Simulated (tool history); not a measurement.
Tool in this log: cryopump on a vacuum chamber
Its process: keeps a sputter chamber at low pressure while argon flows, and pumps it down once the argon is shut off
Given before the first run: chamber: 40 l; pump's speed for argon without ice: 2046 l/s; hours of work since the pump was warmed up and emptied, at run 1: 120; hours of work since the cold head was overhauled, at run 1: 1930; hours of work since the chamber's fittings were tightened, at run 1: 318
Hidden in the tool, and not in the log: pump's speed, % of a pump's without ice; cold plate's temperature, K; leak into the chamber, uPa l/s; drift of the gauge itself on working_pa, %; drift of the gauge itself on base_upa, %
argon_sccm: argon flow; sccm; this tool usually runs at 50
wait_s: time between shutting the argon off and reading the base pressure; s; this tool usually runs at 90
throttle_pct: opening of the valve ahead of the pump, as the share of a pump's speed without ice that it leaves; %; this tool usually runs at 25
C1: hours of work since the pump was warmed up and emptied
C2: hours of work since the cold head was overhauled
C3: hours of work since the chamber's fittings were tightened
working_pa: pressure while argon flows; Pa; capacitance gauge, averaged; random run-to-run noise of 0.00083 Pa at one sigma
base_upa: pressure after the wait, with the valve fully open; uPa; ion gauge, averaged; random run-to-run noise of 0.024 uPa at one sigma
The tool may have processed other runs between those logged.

{"run": 1, "hour": 0.0, "argon_sccm": 50, "wait_s": 90, "throttle_pct": 25, "C1": 120, "C2": 1930, "C3": 318, "working_pa": 0.1685, "base_upa": 1}
{"run": 2, "hour": 112.4, "argon_sccm": 50, "wait_s": 90, "throttle_pct": 25, "C1": 202, "C2": 2012, "C3": 400, "working_pa": 0.1717, "base_upa": 1.04}
{"run": 3, "hour": 228.5, "argon_sccm": 56, "wait_s": 90, "throttle_pct": 25, "C1": 286, "C2": 2097, "C3": 484, "working_pa": 0.1933, "base_upa": 1.02}
{"run": 4, "hour": 306.5, "argon_sccm": 50, "wait_s": 90, "throttle_pct": 25, "C1": 343, "C2": 2154, "C3": 541, "working_pa": 0.1729, "base_upa": 1.04}
{"run": 5, "hour": 395.5, "argon_sccm": 50, "wait_s": 90, "throttle_pct": 25, "C1": 408, "C2": 2219, "C3": 606, "working_pa": 0.1747, "base_upa": 1.02}
{"run": 6, "hour": 513.1, "argon_sccm": 50, "wait_s": 90, "throttle_pct": 25, "C1": 494, "C2": 2305, "C3": 692, "working_pa": 0.1768, "base_upa": 1.07}
{"run": 7, "hour": 635.5, "argon_sccm": 50, "wait_s": 90, "throttle_pct": 25, "C1": 584, "C2": 2394, "C3": 781, "working_pa": 0.1793, "base_upa": 1.09}
{"run": 8, "hour": 759.6, "argon_sccm": 50, "wait_s": 90, "throttle_pct": 25, "C1": 674, "C2": 2485, "C3": 872, "working_pa": 0.1811, "base_upa": 1.04}
{"run": 9, "hour": 831.4, "argon_sccm": 67, "wait_s": 90, "throttle_pct": 25, "C1": 727, "C2": 2537, "C3": 925, "working_pa": 0.2445, "base_upa": 1.13}
{"run": 10, "hour": 888.0, "argon_sccm": 50, "wait_s": 90, "throttle_pct": 25, "C1": 768, "C2": 2578, "C3": 966, "working_pa": 0.1842, "base_upa": 1.12}
{"run": 11, "hour": 991.1, "argon_sccm": 50, "wait_s": 90, "throttle_pct": 25, "C1": 843, "C2": 2654, "C3": 1041, "working_pa": 0.1869, "base_upa": 1.13}
{"hour": 1004.8, "done": "pump warmed up, emptied and cooled again"}
{"run": 12, "hour": 1054.8, "argon_sccm": 50, "wait_s": 90, "throttle_pct": 25, "C1": 37, "C2": 2697, "C3": 1084, "working_pa": 0.1678, "base_upa": 1.06}
{"run": 13, "hour": 1120.5, "argon_sccm": 50, "wait_s": 90, "throttle_pct": 25, "C1": 84, "C2": 2744, "C3": 1132, "working_pa": 0.168, "base_upa": 1.02}
{"run": 14, "hour": 1215.1, "argon_sccm": 50, "wait_s": 90, "throttle_pct": 25, "C1": 154, "C2": 2814, "C3": 1201, "working_pa": 0.1686, "base_upa": 1.11}
{"run": 15, "hour": 1283.1, "argon_sccm": 51, "wait_s": 90, "throttle_pct": 25, "C1": 203, "C2": 2863, "C3": 1251, "working_pa": 0.1726, "base_upa": 1.04}
{"run": 16, "hour": 1352.1, "argon_sccm": 51, "wait_s": 90, "throttle_pct": 25, "C1": 254, "C2": 2914, "C3": 1301, "working_pa": 0.1739, "base_upa": 1.09}
{"run": 17, "hour": 1437.5, "argon_sccm": 51, "wait_s": 90, "throttle_pct": 25, "C1": 316, "C2": 2976, "C3": 1363, "working_pa": 0.1757, "base_upa": 1.1}
{"run": 18, "hour": 1513.0, "argon_sccm": 23, "wait_s": 90, "throttle_pct": 20, "C1": 371, "C2": 3031, "C3": 1418, "working_pa": 0.0988, "base_upa": 1.11}
{"run": 19, "hour": 1628.0, "argon_sccm": 50, "wait_s": 110, "throttle_pct": 29, "C1": 455, "C2": 3115, "C3": 1502, "working_pa": 0.1539, "base_upa": 0.97}
{"run": 20, "hour": 1735.0, "argon_sccm": 35, "wait_s": 176, "throttle_pct": 47, "C1": 533, "C2": 3193, "C3": 1581, "working_pa": 0.0704, "base_upa": 0.81}
{"run": 21, "hour": 1820.8, "argon_sccm": 50, "wait_s": 54, "throttle_pct": 21, "C1": 596, "C2": 3256, "C3": 1643, "working_pa": 0.2106, "base_upa": 1.67}
{"run": 22, "hour": 1873.2, "argon_sccm": 50, "wait_s": 54, "throttle_pct": 21, "C1": 634, "C2": 3294, "C3": 1681, "working_pa": 0.2137, "base_upa": 1.74}
{"run": 23, "hour": 1995.7, "argon_sccm": 61, "wait_s": 54, "throttle_pct": 52, "C1": 723, "C2": 3383, "C3": 1771, "working_pa": 0.1183, "base_upa": 1.77}
{"run": 24, "hour": 2049.1, "argon_sccm": 61, "wait_s": 54, "throttle_pct": 52, "C1": 762, "C2": 3422, "C3": 1810, "working_pa": 0.1203, "base_upa": 1.68}
{"run": 25, "hour": 2101.0, "argon_sccm": 46, "wait_s": 46, "throttle_pct": 50, "C1": 800, "C2": 3460, "C3": 1848, "working_pa": 0.0953, "base_upa": 2.04}
{"hour": 2176.9, "done": "pump warmed up, emptied and cooled again"}
{"run": 26, "hour": 2207.9, "argon_sccm": 90, "wait_s": 149, "throttle_pct": 31, "C1": 23, "C2": 3535, "C3": 1922, "working_pa": 0.2444, "base_upa": 0.75}
{"run": 27, "hour": 2303.7, "argon_sccm": 31, "wait_s": 23, "throttle_pct": 59, "C1": 93, "C2": 3605, "C3": 1992, "working_pa": 0.0453, "base_upa": 3.35}
{"run": 28, "hour": 2360.6, "argon_sccm": 44, "wait_s": 170, "throttle_pct": 33, "C1": 134, "C2": 3646, "C3": 2034, "working_pa": 0.1149, "base_upa": 0.77}
{"run": 29, "hour": 2468.1, "argon_sccm": 44, "wait_s": 170, "throttle_pct": 33, "C1": 213, "C2": 3725, "C3": 2112, "working_pa": 0.1156, "base_upa": 0.76}
{"run": 30, "hour": 2522.8, "argon_sccm": 44, "wait_s": 170, "throttle_pct": 33, "C1": 253, "C2": 3765, "C3": 2152, "working_pa": 0.1166, "base_upa": 0.82}
{"run": 31, "hour": 2594.5, "argon_sccm": 70, "wait_s": 174, "throttle_pct": 25, "C1": 305, "C2": 3817, "C3": 2204, "working_pa": 0.2414, "base_upa": 0.74}
{"run": 32, "hour": 2715.2, "argon_sccm": 70, "wait_s": 174, "throttle_pct": 25, "C1": 393, "C2": 3905, "C3": 2293, "working_pa": 0.2462, "base_upa": 0.8}
{"run": 33, "hour": 2791.7, "argon_sccm": 70, "wait_s": 120, "throttle_pct": 43, "C1": 449, "C2": 3961, "C3": 2348, "working_pa": 0.1501, "base_upa": 1.06}
{"run": 34, "hour": 2868.6, "argon_sccm": 41, "wait_s": 73, "throttle_pct": 60, "C1": 505, "C2": 4017, "C3": 2405, "working_pa": 0.0674, "base_upa": 1.42}

Describe how what the log doesn't record of the tool's condition differs between the last listed run preceding each entry between runs and the first listed run following it.
Runs 11 to 12: pump warmed up, emptied and cooled again (hour 1004.8)
  pump's speed, % of a pump's without ice: 66.8 -> 98.2; cold plate's temperature, K: 13.22 -> 13.24; leak into the chamber, uPa l/s: 490 -> 496
  measured value less the no-hidden-state value, working_pa: +0.022 -> +0.0019 Pa; base_upa: +0.23 -> +0.1 uPa
Runs 25 to 26: pump warmed up, emptied and cooled again (hour 2176.9)
  pump's speed, % of a pump's without ice: 68.5 -> 98; cold plate's temperature, K: 13.54 -> 13.57; leak into the chamber, uPa l/s: 607 -> 617
  measured value less the no-hidden-state value, working_pa: +0.0194 -> +0.004 Pa; base_upa: +0.31 -> +0.17 uPa
